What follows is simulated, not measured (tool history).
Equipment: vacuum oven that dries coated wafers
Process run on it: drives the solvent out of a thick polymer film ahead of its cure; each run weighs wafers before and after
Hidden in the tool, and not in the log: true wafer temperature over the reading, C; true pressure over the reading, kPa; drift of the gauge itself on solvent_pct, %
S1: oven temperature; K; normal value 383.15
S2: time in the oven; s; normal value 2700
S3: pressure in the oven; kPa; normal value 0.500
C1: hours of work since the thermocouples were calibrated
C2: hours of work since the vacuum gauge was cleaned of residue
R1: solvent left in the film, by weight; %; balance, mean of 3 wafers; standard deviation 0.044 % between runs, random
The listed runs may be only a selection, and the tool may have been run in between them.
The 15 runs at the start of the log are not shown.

{"run": 16, "hour": 609.9, "S1": 383.15, "S2": 2280, "S3": 0.5, "C1": 453, "C2": 1106, "R1": 2.36}
{"run": 17, "hour": 646.5, "S1": 383.15, "S2": 2280, "S3": 0.5, "C1": 472, "C2": 1125, "R1": 2.35}
{"run": 18, "hour": 684.2, "S1": 383.15, "S2": 2700, "S3": 0.5, "C1": 491, "C2": 1144, "R1": 1.76}
{"run": 19, "hour": 720.3, "S1": 383.15, "S2": 2700, "S3": 0.5, "C1": 510, "C2": 1162, "R1": 1.81}
{"run": 20, "hour": 752.6, "S1": 383.15, "S2": 2700, "S3": 0.5, "C1": 526, "C2": 1179, "R1": 1.73}
{"run": 21, "hour": 787.4, "S1": 383.15, "S2": 2700, "S3": 0.5, "C1": 544, "C2": 1197, "R1": 1.89}
{"run": 22, "hour": 844.8, "S1": 383.15, "S2": 2700, "S3": 0.5, "C1": 574, "C2": 1226, "R1": 1.8}
{"run": 23, "hour": 885.4, "S1": 383.15, "S2": 2700, "S3": 0.5, "C1": 595, "C2": 1247, "R1": 1.84}
{"run": 24, "hour": 917.6, "S1": 383.15, "S2": 2700, "S3": 0.5, "C1": 611, "C2": 1264, "R1": 1.84}

Run 25 comes next. What will it give?
{"run": 25, "hour": 976.2, "S1": 370.15, "S2": 2700, "S3": 0.771, "C1": 641, "C2": 1294, "R1": "?"}

Run 25 came out at R1 6.62 %.
Had the tool carried no hidden state, the very same run would have given R1 6.18 %.
